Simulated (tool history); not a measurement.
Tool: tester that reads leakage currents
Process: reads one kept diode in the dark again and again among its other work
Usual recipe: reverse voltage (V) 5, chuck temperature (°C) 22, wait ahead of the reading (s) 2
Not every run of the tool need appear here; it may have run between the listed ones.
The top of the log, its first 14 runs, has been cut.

run	hour	reverse voltage (V)	chuck temperature (°C)	wait ahead of the reading (s)	hours of work since the probe card was cleaned	hours of work since the tester was calibrated	hours of work since the chuck was calibrated	current that the tester gives (pA)
15	612.4	5	22	2	310	401	806	76.35
16	639.7	5	46	2	326	417	822	453.33
17	671.9	5	22	2	345	436	841	75.91
18	699.5	3.89	42	2.27	361	453	857	315.99
19	726.8	4.72	26	3.86	377	469	874	101.97
20	776.3	4.72	26	3.86	407	498	903	101.55
21	814.6	4.72	26	3.86	429	521	926	101.45
22	844.3	4.72	26	3.86	447	539	943	100.52
23	885.7	4.72	26	3.86	471	563	968	100.16
24	928.2	5.58	41	3.38	497	588	993	322.21
25	972.4	16.5	37	7.67	523	614	1019	335.52
26	1003.6	16.5	37	7.67	541	633	1037	336.91
27	1064.4	1.26	22	2	577	669	1073	48.26
28	1123.9	2.08	42	3.53	612	704	1109	253.56
# hour 1152.3: chuck's temperature calibrated
29	1155.9	3.76	22	6.36	630	722	2	79.65
30	1205.9	3.76	22	6.36	660	752	32	79.28
31	1267.8	3.76	22	6.36	697	788	68	78.48
32	1302.5	3.76	22	6.36	717	809	89	78.54
33	1359.4	3.76	23	6.36	751	842	123	84.37

Forecast each of these 3 alternatives for the next run:
A	1396.2	5	25	2	773	864	144	?
B	1396.2	12.24	38	7.51	773	864	144	?
C	1396.2	5	21	0.44	773	864	144	?

run	current that the tester gives (pA)
A	107.8
B	372.58
C	78.78
Without the tool's hidden state the same runs would have given:
run	current that the tester gives (pA)
A	108.05
B	374.59
C	78.61
